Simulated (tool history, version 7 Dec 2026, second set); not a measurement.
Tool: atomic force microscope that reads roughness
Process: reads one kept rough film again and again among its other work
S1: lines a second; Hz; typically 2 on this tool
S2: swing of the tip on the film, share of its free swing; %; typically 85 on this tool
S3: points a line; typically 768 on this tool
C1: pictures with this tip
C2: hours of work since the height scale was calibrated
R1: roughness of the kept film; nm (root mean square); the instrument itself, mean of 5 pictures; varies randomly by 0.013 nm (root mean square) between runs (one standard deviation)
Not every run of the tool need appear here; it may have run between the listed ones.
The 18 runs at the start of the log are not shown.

Run 19, hour 132.2: usual settings but S1 2.07 Hz; C1 77; C2 162. Result: R1 3.063 nm (root mean square).
Run 20, hour 141.8: usual settings but S1 2.07 Hz; C1 89; C2 167. Result: R1 3.04 nm (root mean square).
Run 21, hour 146.5: usual settings but S1 2.07 Hz; C1 96; C2 169. Result: R1 3.02 nm (root mean square).
Run 22, hour 152: usual settings but S1 2.07 Hz, S2 71 %; C1 103; C2 171. Result: R1 3.296 nm (root mean square).
Run 23, hour 160.7: usual settings; C1 114; C2 175. Result: R1 3.034 nm (root mean square).
Run 24, hour 167.7: usual settings; C1 123; C2 178. Result: R1 3.009 nm (root mean square).
Run 25, hour 172.8: usual settings; C1 130; C2 181. Result: R1 3.007 nm (root mean square).
Run 26, hour 180.3: usual settings; C1 140; C2 184. Result: R1 2.976 nm (root mean square).
Run 27, hour 185.9: usual settings but S1 1.33 Hz; C1 147; C2 187. Result: R1 3.13 nm (root mean square).
Run 28, hour 191.6: usual settings but S1 0.63 Hz, S2 66 %, S3 476; C1 155; C2 189. Result: R1 3.443 nm (root mean square).
Run 29, hour 198.4: usual settings but S3 484; C1 164; C2 193. Result: R1 2.971 nm (root mean square).
Run 30, hour 206.7: usual settings but S1 0.91 Hz, S2 58 %, S3 907; C1 175; C2 196. Result: R1 3.446 nm (root mean square).
Run 31, hour 213.5: usual settings but S1 0.91 Hz, S2 58 %, S3 907; C1 184; C2 200. Result: R1 3.444 nm (root mean square).
Run 32, hour 223.2: usual settings but S1 0.91 Hz, S2 58 %, S3 907; C1 196; C2 204. Result: R1 3.397 nm (root mean square).
Run 33, hour 230.4: usual settings but S1 1.65 Hz, S2 73 %, S3 482; C1 206; C2 207. Result: R1 3.176 nm (root mean square).
At hour 234.1: new tip fitted.
Run 34, hour 236.1: usual settings but S1 1.89 Hz, S2 61 %; C1 3; C2 210. Result: R1 3.655 nm (root mean square).
Run 35, hour 243.1: usual settings but S1 1.89 Hz, S2 86 %; C1 12; C2 213. Result: R1 3.212 nm (root mean square).
Run 36, hour 249.4: usual settings but S1 2.6 Hz, S2 60 %, S3 595; C1 20; C2 216. Result: R1 3.562 nm (root mean square).
Run 37, hour 255.9: usual settings but S1 2.6 Hz, S2 60 %, S3 595; C1 29; C2 219. Result: R1 3.552 nm (root mean square).
Run 38, hour 265.7: usual settings but S1 2.6 Hz, S2 60 %, S3 595; C1 42; C2 223. Result: R1 3.533 nm (root mean square).
Run 39, hour 274.2: usual settings but S1 2.48 Hz, S2 58 %, S3 287; C1 53; C2 227. Result: R1 3.519 nm (root mean square).
Run 40, hour 282.6: usual settings but S1 1.7 Hz, S2 58 %, S3 673; C1 64; C2 231. Result: R1 3.591 nm (root mean square).
Run 41, hour 292.7: usual settings but S1 1.7 Hz, S2 58 %, S3 673; C1 77; C2 236. Result: R1 3.56 nm (root mean square).
Run 42, hour 298: usual settings but S2 65 %; C1 84; C2 238. Result: R1 3.415 nm (root mean square).

Run 43 has not been measured yet. What should we expect?
Run 43, hour 303.9: usual settings but S1 0.63 Hz, S2 64 %, S3 586; C1 92; C2 241. Result: R1 ?.

R1: 3.575 nm (root mean square)
On a tool with no hidden condition, and with the same random variation, this run would have come out at R1 3.762 nm (root mean square).
